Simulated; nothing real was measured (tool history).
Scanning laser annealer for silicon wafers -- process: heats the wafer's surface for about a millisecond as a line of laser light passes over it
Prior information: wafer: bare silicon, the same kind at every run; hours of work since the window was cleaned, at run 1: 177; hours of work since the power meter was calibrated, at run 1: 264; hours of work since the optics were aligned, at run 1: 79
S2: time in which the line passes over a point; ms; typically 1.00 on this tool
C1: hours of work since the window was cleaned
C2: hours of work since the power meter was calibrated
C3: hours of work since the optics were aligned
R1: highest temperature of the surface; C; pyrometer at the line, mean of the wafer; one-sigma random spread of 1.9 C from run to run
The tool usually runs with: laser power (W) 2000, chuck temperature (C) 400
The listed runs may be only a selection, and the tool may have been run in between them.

run 1 hour=0.0 | laser_power_(W)=2000 S2=1.00 chuck_temperature_(C)=400 | C1=177 C2=264 C3=79 | R1=1107
run 2 hour=12.0 | laser_power_(W)=2000 S2=0.74 chuck_temperature_(C)=400 | C1=183 C2=271 C3=86 | R1=1020
run 3 hour=26.8 | laser_power_(W)=2000 S2=0.74 chuck_temperature_(C)=400 | C1=191 C2=279 C3=94 | R1=1022
run 4 hour=41.7 | laser_power_(W)=1781 S2=1.00 chuck_temperature_(C)=400 | C1=200 C2=287 C3=102 | R1=1009
run 5 hour=56.1 | laser_power_(W)=2000 S2=1.00 chuck_temperature_(C)=400 | C1=207 C2=295 C3=110 | R1=1105
run 6 hour=68.9 | laser_power_(W)=1762 S2=1.00 chuck_temperature_(C)=400 | C1=214 C2=302 C3=117 | R1=1005
run 7 hour=75.1 | laser_power_(W)=1762 S2=1.00 chuck_temperature_(C)=400 | C1=218 C2=305 C3=120 | R1=1000
run 8 hour=90.4 | laser_power_(W)=2000 S2=1.00 chuck_temperature_(C)=374 | C1=226 C2=313 C3=128 | R1=1077
run 9 hour=102.7 | laser_power_(W)=2000 S2=1.19 chuck_temperature_(C)=400 | C1=233 C2=320 C3=135 | R1=1152
run 10 hour=110.3 | laser_power_(W)=2059 S2=1.00 chuck_temperature_(C)=400 | C1=237 C2=324 C3=139 | R1=1126
run 11 hour=117.6 | laser_power_(W)=2000 S2=0.90 chuck_temperature_(C)=400 | C1=241 C2=328 C3=143 | R1=1073
run 12 hour=128.8 | laser_power_(W)=1900 S2=1.00 chuck_temperature_(C)=400 | C1=247 C2=334 C3=149 | R1=1059
run 13 hour=139.5 | laser_power_(W)=1900 S2=1.00 chuck_temperature_(C)=400 | C1=253 C2=340 C3=155 | R1=1061
run 14 hour=145.8 | laser_power_(W)=1900 S2=1.00 chuck_temperature_(C)=400 | C1=256 C2=343 C3=158 | R1=1060
run 15 hour=160.7 | laser_power_(W)=2000 S2=0.99 chuck_temperature_(C)=400 | C1=264 C2=352 C3=166 | R1=1099
run 16 hour=170.7 | laser_power_(W)=2000 S2=0.99 chuck_temperature_(C)=400 | C1=269 C2=357 C3=172 | R1=1093
run 17 hour=183.4 | laser_power_(W)=2000 S2=0.99 chuck_temperature_(C)=400 | C1=276 C2=364 C3=179 | R1=1098
run 18 hour=197.8 | laser_power_(W)=1894 S2=0.99 chuck_temperature_(C)=376 | C1=284 C2=372 C3=187 | R1=1027
run 19 hour=209.9 | laser_power_(W)=1894 S2=0.99 chuck_temperature_(C)=376 | C1=291 C2=378 C3=193 | R1=1026
run 20 hour=216.5 | laser_power_(W)=1746 S2=0.99 chuck_temperature_(C)=364 | C1=294 C2=382 C3=197 | R1=952
run 21 hour=229.9 | laser_power_(W)=1949 S2=1.11 chuck_temperature_(C)=379 | C1=302 C2=389 C3=204 | R1=1085
-- hour=235.7 optics aligned, line set to its width
run 22 hour=245.0 | laser_power_(W)=2115 S2=1.06 chuck_temperature_(C)=438 | C1=307 C2=395 C3=5 | R1=1205
run 23 hour=255.8 | laser_power_(W)=2115 S2=1.06 chuck_temperature_(C)=438 | C1=313 C2=400 C3=11 | R1=1201
-- hour=262.8 optics aligned, line set to its width, once more
run 24 hour=271.0 | laser_power_(W)=1704 S2=1.11 chuck_temperature_(C)=438 | C1=318 C2=406 C3=4 | R1=1045
run 25 hour=278.7 | laser_power_(W)=1704 S2=1.11 chuck_temperature_(C)=438 | C1=323 C2=410 C3=9 | R1=1041
run 26 hour=289.8 | laser_power_(W)=1704 S2=1.11 chuck_temperature_(C)=438 | C1=329 C2=416 C3=15 | R1=1040
run 27 hour=301.3 | laser_power_(W)=1751 S2=1.23 chuck_temperature_(C)=396 | C1=335 C2=422 C3=21 | R1=1047
run 28 hour=311.5 | laser_power_(W)=1751 S2=1.23 chuck_temperature_(C)=396 | C1=340 C2=428 C3=26 | R1=1045
run 29 hour=325.4 | laser_power_(W)=1963 S2=1.23 chuck_temperature_(C)=383 | C1=348 C2=435 C3=34 | R1=1130
run 30 hour=336.6 | laser_power_(W)=2015 S2=0.91 chuck_temperature_(C)=400 | C1=354 C2=441 C3=40 | R1=1080
run 31 hour=351.2 | laser_power_(W)=2015 S2=0.91 chuck_temperature_(C)=400 | C1=362 C2=449 C3=48 | R1=1077
-- hour=360.5 window over the wafer cleaned
run 32 hour=363.8 | laser_power_(W)=1837 S2=0.91 chuck_temperature_(C)=422 | C1=2 C2=455 C3=54 | R1=1045

Some steps in R1 between neighbouring runs. How much of each would the tool show without its hidden state too (settings, what came in, random variation), and how much is left for the hidden state, with any gauge scatter that isn't in both results?
Unlogged tool condition in this case: light that passes the window, % of a clean one's; laser's true power over the reading, %; width of the line over the set one, %; drift of the gauge itself on peak_c, C.
Run 20 -> 21: laser power (W) 1746 -> 1949, S2 0.99 -> 1.11, chuck temperature (C) 364 -> 379. R1 +133 C: hidden state -4, all else +137.
Run 21 -> 22: laser power (W) 1949 -> 2115, S2 1.11 -> 1.06, chuck temperature (C) 379 -> 438, optics aligned, line set to its width. R1 +120 C: hidden state -3, all else +123.
Run 23 -> 24: laser power (W) 2115 -> 1704, S2 1.06 -> 1.11, optics aligned, line set to its width, once more. R1 -156 C: hidden state +9, all else -165.
Run 31 -> 32: laser power (W) 2015 -> 1837, chuck temperature (C) 400 -> 422, window over the wafer cleaned. R1 -32 C: hidden state +18, all else -50.
